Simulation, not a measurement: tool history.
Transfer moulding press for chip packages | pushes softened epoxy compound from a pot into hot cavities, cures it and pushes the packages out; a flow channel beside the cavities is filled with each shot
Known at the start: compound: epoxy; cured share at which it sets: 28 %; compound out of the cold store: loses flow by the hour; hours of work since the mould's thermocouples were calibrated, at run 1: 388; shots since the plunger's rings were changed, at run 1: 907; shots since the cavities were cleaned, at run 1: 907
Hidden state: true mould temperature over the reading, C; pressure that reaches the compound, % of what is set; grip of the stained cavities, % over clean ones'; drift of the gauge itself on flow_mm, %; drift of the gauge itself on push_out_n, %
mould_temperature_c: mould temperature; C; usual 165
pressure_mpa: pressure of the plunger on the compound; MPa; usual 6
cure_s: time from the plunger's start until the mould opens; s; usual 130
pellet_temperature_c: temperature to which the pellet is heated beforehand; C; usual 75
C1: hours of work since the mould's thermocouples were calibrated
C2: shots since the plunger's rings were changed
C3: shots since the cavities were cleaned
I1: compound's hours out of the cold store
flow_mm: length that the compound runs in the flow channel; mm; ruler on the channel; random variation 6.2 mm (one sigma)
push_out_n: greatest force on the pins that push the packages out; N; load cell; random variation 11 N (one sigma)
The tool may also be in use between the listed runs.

Run 1, hour 0: usual settings; C1 388; C2 907; C3 907; I1 18.3. Result: flow_mm 702 mm, push_out_n 876 N.
At hour 20.7: cavities cleaned with cleaning compound and waxed.
Run 2, hour 38.5: usual settings but cure_s 140 s; C1 405; C2 1147; C3 115; I1 35.9. Result: flow_mm 685 mm, push_out_n 564 N.
Run 3, hour 70.8: usual settings but cure_s 127 s; C1 419; C2 1356; C3 324; I1 27.2. Result: flow_mm 682 mm, push_out_n 733 N.
Run 4, hour 112.6: usual settings but cure_s 132 s; C1 438; C2 1628; C3 596; I1 23.7. Result: flow_mm 689 mm, push_out_n 793 N.
Run 5, hour 156: usual settings but cure_s 132 s; C1 458; C2 1909; C3 877; I1 35.4. Result: flow_mm 668 mm, push_out_n 838 N.
At hour 181.1: cavities cleaned with cleaning compound and waxed.
Run 6, hour 186.8: usual settings but pressure_mpa 4.84 MPa; C1 471; C2 2099; C3 37; I1 21.9. Result: flow_mm 620 mm, push_out_n 550 N.
Run 7, hour 215: usual settings but pressure_mpa 4.84 MPa; C1 484; C2 2283; C3 221; I1 25.2. Result: flow_mm 602 mm, push_out_n 668 N.
Run 8, hour 256.3: usual settings but pressure_mpa 4.84 MPa; C1 502; C2 2550; C3 488; I1 38.4. Result: flow_mm 573 mm, push_out_n 745 N.
Run 9, hour 292: usual settings; C1 518; C2 2782; C3 720; I1 12. Result: flow_mm 705 mm, push_out_n 833 N.
Run 10, hour 332.3: usual settings; C1 536; C2 3044; C3 982; I1 19.1. Result: flow_mm 689 mm, push_out_n 871 N.
At hour 341.4: cavities cleaned with cleaning compound and waxed.
Run 11, hour 353.8: usual settings but mould_temperature_c 160 C, pressure_mpa 6.96 MPa, cure_s 155 s, pellet_temperature_c 84 C; C1 545; C2 3174; C3 81; I1 13. Result: flow_mm 750 mm, push_out_n 636 N.
Run 12, hour 393.9: usual settings but cure_s 157 s, pellet_temperature_c 83 C; C1 564; C2 3434; C3 341; I1 29.8. Result: flow_mm 658 mm, push_out_n 620 N.
Run 13, hour 431.1: usual settings but mould_temperature_c 163 C, cure_s 157 s, pellet_temperature_c 83 C; C1 580; C2 3675; C3 582; I1 34. Result: flow_mm 650 mm, push_out_n 711 N.
Run 14, hour 473.5: usual settings but mould_temperature_c 163 C, cure_s 157 s, pellet_temperature_c 83 C; C1 599; C2 3950; C3 857; I1 9.2. Result: flow_mm 688 mm, push_out_n 786 N.
At hour 499.8: mould's thermocouples calibrated.
At hour 504.2: cavities cleaned with cleaning compound and waxed.
Run 15, hour 507.9: usual settings but mould_temperature_c 163 C, cure_s 113 s, pellet_temperature_c 83 C; C1 3; C2 4151; C3 24; I1 41.8. Result: flow_mm 635 mm, push_out_n 817 N.
Run 16, hour 549.1: usual settings but pellet_temperature_c 84 C; C1 22; C2 4418; C3 291; I1 40.8. Result: flow_mm 619 mm, push_out_n 690 N.
Run 17, hour 578.2: usual settings but mould_temperature_c 161 C, pellet_temperature_c 70 C; C1 35; C2 4607; C3 480; I1 27.8. Result: flow_mm 647 mm, push_out_n 1013 N.

Some steps in flow_mm between neighbouring runs. How much of each would the tool show without its hidden state too (settings, what came in, random variation), and how much is left for the hidden state, with any gauge scatter that isn't in both results?
Run 8 -> 9: pressure_mpa 4.84 -> 6. flow_mm +132 mm: hidden state -9, all else +141.
